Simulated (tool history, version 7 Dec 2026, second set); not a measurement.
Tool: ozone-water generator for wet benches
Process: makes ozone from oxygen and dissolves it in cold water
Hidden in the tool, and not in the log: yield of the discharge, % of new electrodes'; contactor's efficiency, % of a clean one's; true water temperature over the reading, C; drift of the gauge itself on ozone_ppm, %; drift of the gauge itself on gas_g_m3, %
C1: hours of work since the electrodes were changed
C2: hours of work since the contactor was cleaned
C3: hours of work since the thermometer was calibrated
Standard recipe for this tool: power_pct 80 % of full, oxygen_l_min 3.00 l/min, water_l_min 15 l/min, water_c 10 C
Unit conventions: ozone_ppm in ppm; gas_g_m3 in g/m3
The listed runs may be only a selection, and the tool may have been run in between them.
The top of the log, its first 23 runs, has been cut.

At day 152.921: water thermometer calibrated.
Run 24, day 154.250: usual settings but power_pct 42 % of full, oxygen_l_min 2.46 l/min, water_l_min 9 l/min, water_c 6 C; C1 3696; C2 1605; C3 26. Result: ozone_ppm 20.5 ppm, gas_g_m3 155.5 g/m3.
Run 25, day 161.946: usual settings but power_pct 42 % of full, oxygen_l_min 2.46 l/min, water_l_min 21 l/min, water_c 14 C; C1 3849; C2 1757; C3 179. Result: ozone_ppm 9.2 ppm, gas_g_m3 156.2 g/m3.
Run 26, day 171.088: usual settings but power_pct 71 % of full, oxygen_l_min 2.17 l/min, water_l_min 14 l/min, water_c 12 C; C1 4030; C2 1939; C3 360. Result: ozone_ppm 20.5 ppm, gas_g_m3 256.7 g/m3.
Run 27, day 177.604: usual settings but power_pct 53 % of full, oxygen_l_min 2.17 l/min, water_l_min 10 l/min, water_c 12 C; C1 4159; C2 2068; C3 490. Result: ozone_ppm 20.9 ppm, gas_g_m3 201.1 g/m3.
Run 28, day 184.450: usual settings but power_pct 51 % of full, oxygen_l_min 4.82 l/min, water_l_min 11 l/min, water_c 13 C; C1 4295; C2 2204; C3 626. Result: ozone_ppm 19.7 ppm, gas_g_m3 133.2 g/m3.
Run 29, day 189.096: usual settings but power_pct 91 % of full, oxygen_l_min 5.19 l/min, water_l_min 21 l/min, water_c 9 C; C1 4387; C2 2296; C3 718. Result: ozone_ppm 21.8 ppm, gas_g_m3 209.2 g/m3.
Run 30, day 194.525: usual settings but power_pct 71 % of full, oxygen_l_min 3.74 l/min, water_l_min 13 l/min, water_c 6 C; C1 4495; C2 2404; C3 826. Result: ozone_ppm 25.5 ppm, gas_g_m3 199.4 g/m3.
Run 31, day 202.771: usual settings but power_pct 71 % of full, oxygen_l_min 3.74 l/min, water_l_min 13 l/min, water_c 6 C; C1 4659; C2 2567; C3 989. Result: ozone_ppm 25.2 ppm, gas_g_m3 198.2 g/m3.
Run 32, day 206.708: usual settings but power_pct 71 % of full, oxygen_l_min 4.79 l/min, water_l_min 9 l/min, water_c 18 C; C1 4737; C2 2646; C3 1067. Result: ozone_ppm 26.0 ppm, gas_g_m3 175.9 g/m3.
Run 33, day 214.204: usual settings but oxygen_l_min 4.09 l/min, water_l_min 16 l/min; C1 4886; C2 2794; C3 1216. Result: ozone_ppm 22.5 ppm, gas_g_m3 205.1 g/m3.
Run 34, day 223.512: usual settings but oxygen_l_min 4.09 l/min, water_l_min 16 l/min; C1 5070; C2 2979; C3 1401. Result: ozone_ppm 22.7 ppm, gas_g_m3 206.4 g/m3.

Here are 3 independent what-if runs from the current tool condition. What would each one return?
Run A, day 230.892: usual settings but oxygen_l_min 2.21 l/min; C1 5217; C2 3125; C3 1547. Result: ozone_ppm ?, gas_g_m3 ?.
Run B, day 230.892: usual settings but power_pct 66 % of full, oxygen_l_min 4.11 l/min, water_c 9 C; C1 5217; C2 3125; C3 1547. Result: ozone_ppm ?, gas_g_m3 ?.
Run C, day 230.892: usual settings but water_c 6 C; C1 5217; C2 3125; C3 1547. Result: ozone_ppm ?, gas_g_m3 ?.

run  ozone_ppm  gas_g_m3
  A       20.7     271.9
  B       20.3     174.3
  C       23.5     238.7
Stripped of hidden state, with their random variation kept, the same runs would have yielded:
run  ozone_ppm  gas_g_m3
  A       24.6     308.7
  B       23.7     194.3
  C       27.9     271.1
